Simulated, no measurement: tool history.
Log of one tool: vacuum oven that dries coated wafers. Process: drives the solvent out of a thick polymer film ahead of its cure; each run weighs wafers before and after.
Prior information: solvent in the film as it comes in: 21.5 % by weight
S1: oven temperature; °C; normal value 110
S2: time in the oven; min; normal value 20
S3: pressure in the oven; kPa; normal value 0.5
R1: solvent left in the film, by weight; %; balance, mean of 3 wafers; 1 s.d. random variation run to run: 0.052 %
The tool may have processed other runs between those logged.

run 1 hour=0 | S1=110 S2=20 S3=0.5 | R1=1.66
run 2 hour=12.7 | S1=110 S2=20 S3=0.5 | R1=1.7
run 3 hour=22.1 | S1=110 S2=20 S3=0.5 | R1=1.62
run 4 hour=43.2 | S1=110 S2=20 S3=0.5 | R1=1.58
run 5 hour=53.7 | S1=110 S2=20 S3=0.5 | R1=1.62
run 6 hour=66.1 | S1=110 S2=12 S3=0.5 | R1=3.97
run 7 hour=87.4 | S1=110 S2=20 S3=0.5 | R1=1.63
run 8 hour=105.3 | S1=110 S2=20 S3=0.5 | R1=1.67
run 9 hour=115.5 | S1=110 S2=20 S3=0.5 | R1=1.66
run 10 hour=124.7 | S1=110 S2=20 S3=1.442 | R1=2.2
run 11 hour=136.9 | S1=110 S2=20 S3=0.5 | R1=1.66
run 12 hour=149.5 | S1=110 S2=20 S3=0.5 | R1=1.66
run 13 hour=167.7 | S1=110 S2=20 S3=0.5 | R1=1.69
run 14 hour=188.6 | S1=120 S2=36 S3=0.778 | R1=0.44
run 15 hour=204.1 | S1=120 S2=36 S3=0.778 | R1=0.51
run 16 hour=225 | S1=116 S2=31 S3=0.778 | R1=0.56
run 17 hour=236.5 | S1=110 S2=23 S3=1.674 | R1=2.12
run 18 hour=247.5 | S1=99 S2=23 S3=1.398 | R1=5.07
run 19 hour=267.8 | S1=99 S2=23 S3=1.398 | R1=5.26
run 20 hour=286.3 | S1=123 S2=31 S3=0.902 | R1=0.43
run 21 hour=296.5 | S1=106 S2=20 S3=1.674 | R1=3.46
run 22 hour=312 | S1=112 S2=12 S3=1.674 | R1=3.98
run 23 hour=333.4 | S1=119 S2=20 S3=0.765 | R1=0.66
run 24 hour=343.3 | S1=102 S2=20 S3=0.73 | R1=4.31
run 25 hour=352.6 | S1=117 S2=20 S3=0.5 | R1=0.65
run 26 hour=367.6 | S1=113 S2=11 S3=0.343 | R1=3.42

Alternative continuations, all from the tool just after run 26; predict every row:
run A hour=384.8 | S1=125 S2=11 S3=0.343 | R1=?
run B hour=384.8 | S1=108 S2=15 S3=1.576 | R1=?
run C hour=384.8 | S1=101 S2=15 S3=0.751 | R1=?
run D hour=384.8 | S1=105 S2=11 S3=0.433 | R1=?

run=A R1=0.74
run=B R1=4.29
run=C R1=6.39
run=D R1=6.49
Without the tool's unlogged condition, the same runs would have read:
run=A R1=0.6
run=B R1=3.91
run=C R1=5.95
run=D R1=6.06
